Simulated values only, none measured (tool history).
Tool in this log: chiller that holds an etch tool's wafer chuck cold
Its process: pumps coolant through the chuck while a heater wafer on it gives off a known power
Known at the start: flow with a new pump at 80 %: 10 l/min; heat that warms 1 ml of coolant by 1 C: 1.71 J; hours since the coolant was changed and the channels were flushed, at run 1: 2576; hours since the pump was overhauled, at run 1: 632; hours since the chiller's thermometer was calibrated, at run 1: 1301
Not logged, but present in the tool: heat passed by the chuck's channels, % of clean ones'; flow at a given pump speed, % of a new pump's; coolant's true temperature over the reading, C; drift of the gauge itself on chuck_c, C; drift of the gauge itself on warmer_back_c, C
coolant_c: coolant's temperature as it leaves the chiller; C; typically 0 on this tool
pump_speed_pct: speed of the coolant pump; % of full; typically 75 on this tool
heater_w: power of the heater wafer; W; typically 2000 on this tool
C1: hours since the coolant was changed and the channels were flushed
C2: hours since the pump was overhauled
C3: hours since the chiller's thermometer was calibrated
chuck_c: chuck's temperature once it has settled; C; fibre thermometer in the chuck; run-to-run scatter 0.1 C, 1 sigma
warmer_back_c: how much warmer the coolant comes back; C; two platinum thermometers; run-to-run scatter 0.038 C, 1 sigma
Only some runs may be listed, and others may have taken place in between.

run 1 hour=0.0 | coolant_c=0 pump_speed_pct=75 heater_w=2000 | C1=2576 C2=632 C3=1301 | chuck_c=16.9 warmer_back_c=7.78
run 2 hour=23.7 | coolant_c=0 pump_speed_pct=75 heater_w=1300 | C1=2600 C2=656 C3=1324 | chuck_c=10.6 warmer_back_c=5.07
run 3 hour=47.9 | coolant_c=0 pump_speed_pct=75 heater_w=1247 | C1=2624 C2=680 C3=1348 | chuck_c=10.4 warmer_back_c=4.77
run 4 hour=66.8 | coolant_c=-9 pump_speed_pct=75 heater_w=2000 | C1=2643 C2=699 C3=1367 | chuck_c=7.9 warmer_back_c=7.74
run 5 hour=88.0 | coolant_c=-9 pump_speed_pct=75 heater_w=2082 | C1=2664 C2=720 C3=1389 | chuck_c=8.6 warmer_back_c=8.12
run 6 hour=114.1 | coolant_c=-5 pump_speed_pct=75 heater_w=2000 | C1=2691 C2=747 C3=1415 | chuck_c=12.1 warmer_back_c=7.80
run 7 hour=147.9 | coolant_c=-5 pump_speed_pct=75 heater_w=2000 | C1=2724 C2=780 C3=1448 | chuck_c=11.8 warmer_back_c=7.84
run 8 hour=181.5 | coolant_c=-5 pump_speed_pct=75 heater_w=2000 | C1=2758 C2=814 C3=1482 | chuck_c=12.2 warmer_back_c=7.84
run 9 hour=207.2 | coolant_c=-5 pump_speed_pct=75 heater_w=2000 | C1=2784 C2=840 C3=1508 | chuck_c=12.0 warmer_back_c=7.82
-- hour=215.5 coolant pump overhauled
run 10 hour=235.3 | coolant_c=0 pump_speed_pct=75 heater_w=1879 | C1=2807 C2=20 C3=1531 | chuck_c=16.0 warmer_back_c=7.40
run 11 hour=267.4 | coolant_c=0 pump_speed_pct=75 heater_w=1879 | C1=2839 C2=52 C3=1563 | chuck_c=16.1 warmer_back_c=7.47
run 12 hour=286.2 | coolant_c=0 pump_speed_pct=75 heater_w=2000 | C1=2858 C2=71 C3=1582 | chuck_c=17.1 warmer_back_c=7.93
run 13 hour=320.6 | coolant_c=5 pump_speed_pct=80 heater_w=1661 | C1=2892 C2=105 C3=1616 | chuck_c=18.6 warmer_back_c=6.10
run 14 hour=347.4 | coolant_c=5 pump_speed_pct=80 heater_w=1661 | C1=2919 C2=132 C3=1643 | chuck_c=18.6 warmer_back_c=6.09
run 15 hour=364.3 | coolant_c=-8 pump_speed_pct=80 heater_w=1902 | C1=2936 C2=149 C3=1660 | chuck_c=7.7 warmer_back_c=7.07
run 16 hour=387.8 | coolant_c=8 pump_speed_pct=72 heater_w=2028 | C1=2959 C2=172 C3=1683 | chuck_c=26.0 warmer_back_c=8.44
run 17 hour=416.7 | coolant_c=2 pump_speed_pct=80 heater_w=1392 | C1=2988 C2=201 C3=1712 | chuck_c=13.4 warmer_back_c=5.22

Run 18 comes next. What will it give?
-- hour=437.0 coolant pump overhauled, once more
run 18 hour=444.4 | coolant_c=4 pump_speed_pct=75 heater_w=2000 | C1=3011 C2=7 C3=1735 | chuck_c=? warmer_back_c=?

{"run 18": {"chuck_c": 20.6, "warmer_back_c": 7.47}}
Without the tool's hidden state the same run would have given chuck_c 19.0 C, warmer_back_c 7.50 C.
